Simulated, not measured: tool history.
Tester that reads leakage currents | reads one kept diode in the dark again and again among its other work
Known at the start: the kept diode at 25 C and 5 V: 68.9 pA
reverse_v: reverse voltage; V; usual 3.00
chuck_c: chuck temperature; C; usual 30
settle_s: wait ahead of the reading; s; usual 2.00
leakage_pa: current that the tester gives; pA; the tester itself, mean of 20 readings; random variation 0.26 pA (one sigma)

| run | hour | reverse_v | chuck_c | settle_s | leakage_pa |
|---|---|---|---|---|---|
| 1 | 0.0 | 3.00 | 30 | 2.00 | 85.71 |
| 2 | 31.7 | 3.00 | 30 | 2.00 | 86.82 |
| 3 | 85.3 | 3.00 | 30 | 2.00 | 86.79 |
| 4 | 149.6 | 3.00 | 53 | 2.00 | 556.54 |
| 5 | 215.0 | 3.00 | 53 | 2.00 | 562.88 |
| 6 | 285.1 | 3.69 | 30 | 2.00 | 98.48 |
| 7 | 320.5 | 3.00 | 30 | 1.95 | 89.05 |
| 8 | 375.4 | 3.00 | 30 | 1.95 | 90.11 |
| 9 | 424.3 | 3.00 | 25 | 2.00 | 58.99 |
| 10 | 472.5 | 3.00 | 25 | 2.00 | 58.68 |
| 11 | 513.2 | 3.00 | 25 | 2.00 | 59.33 |
| 12 | 568.6 | 3.00 | 25 | 2.00 | 59.85 |
| 13 | 624.8 | 3.00 | 30 | 2.00 | 92.96 |
| 14 | 673.7 | 3.00 | 30 | 2.00 | 93.17 |
| 15 | 738.7 | 3.00 | 30 | 0.45 | 96.01 |
| 16 | 800.7 | 3.00 | 30 | 0.45 | 96.79 |
|  | 829.4 | chuck's temperature calibrated |
| 17 | 864.3 | 3.96 | 30 | 2.00 | 99.12 |
| 18 | 914.4 | 3.96 | 30 | 2.00 | 100.06 |
| 19 | 971.0 | 3.00 | 30 | 2.00 | 87.21 |
| 20 | 1006.0 | 3.00 | 30 | 2.00 | 87.88 |
| 21 | 1073.7 | 3.00 | 22 | 2.00 | 44.31 |
| 22 | 1116.6 | 2.42 | 35 | 0.63 | 122.65 |
| 23 | 1189.6 | 1.02 | 26 | 1.23 | 37.10 |
| 24 | 1242.5 | 1.02 | 23 | 1.23 | 28.83 |
| 25 | 1289.5 | 1.02 | 23 | 1.23 | 29.02 |
| 26 | 1339.6 | 7.68 | 40 | 1.23 | 334.00 |
| 27 | 1379.9 | 3.00 | 37 | 0.67 | 165.69 |
| 28 | 1410.0 | 3.00 | 30 | 3.14 | 92.16 |
| 29 | 1462.0 | 3.00 | 30 | 6.24 | 92.46 |
| 30 | 1508.6 | 1.22 | 24 | 6.24 | 35.21 |
| 31 | 1571.3 | 1.22 | 24 | 6.24 | 35.48 |
| 32 | 1601.8 | 1.22 | 24 | 6.24 | 35.48 |
| 33 | 1648.1 | 1.04 | 21 | 0.31 | 26.60 |
| 34 | 1684.4 | 7.87 | 30 | 5.79 | 153.75 |
|  | 1698.2 | chuck's temperature calibrated |
| 35 | 1736.3 | 7.87 | 30 | 5.79 | 142.65 |
| 36 | 1778.1 | 7.87 | 30 | 5.79 | 143.74 |
| 37 | 1813.8 | 7.87 | 30 | 6.43 | 144.29 |
| 38 | 1863.7 | 7.87 | 30 | 6.43 | 144.50 |
| 39 | 1905.9 | 7.87 | 30 | 6.43 | 145.12 |

Forecast each of these 5 alternatives for the next run:
| A | 1950.7 | 7.87 | 39 | 6.43 | ? |
| B | 1950.7 | 7.87 | 30 | 1.32 | ? |
| C | 1950.7 | 7.87 | 30 | 3.09 | ? |
| D | 1950.7 | 6.09 | 30 | 6.43 | ? |
| E | 1950.7 | 7.87 | 30 | 3.52 | ? |

| run | leakage_pa |
|---|---|
| A | 303.88 |
| B | 147.85 |
| C | 146.78 |
| D | 128.15 |
| E | 146.61 |
Without the tool's hidden state the same runs would have given:
| run | leakage_pa |
|---|---|
| A | 287.01 |
| B | 136.06 |
| C | 134.99 |
| D | 118.52 |
| E | 134.82 |

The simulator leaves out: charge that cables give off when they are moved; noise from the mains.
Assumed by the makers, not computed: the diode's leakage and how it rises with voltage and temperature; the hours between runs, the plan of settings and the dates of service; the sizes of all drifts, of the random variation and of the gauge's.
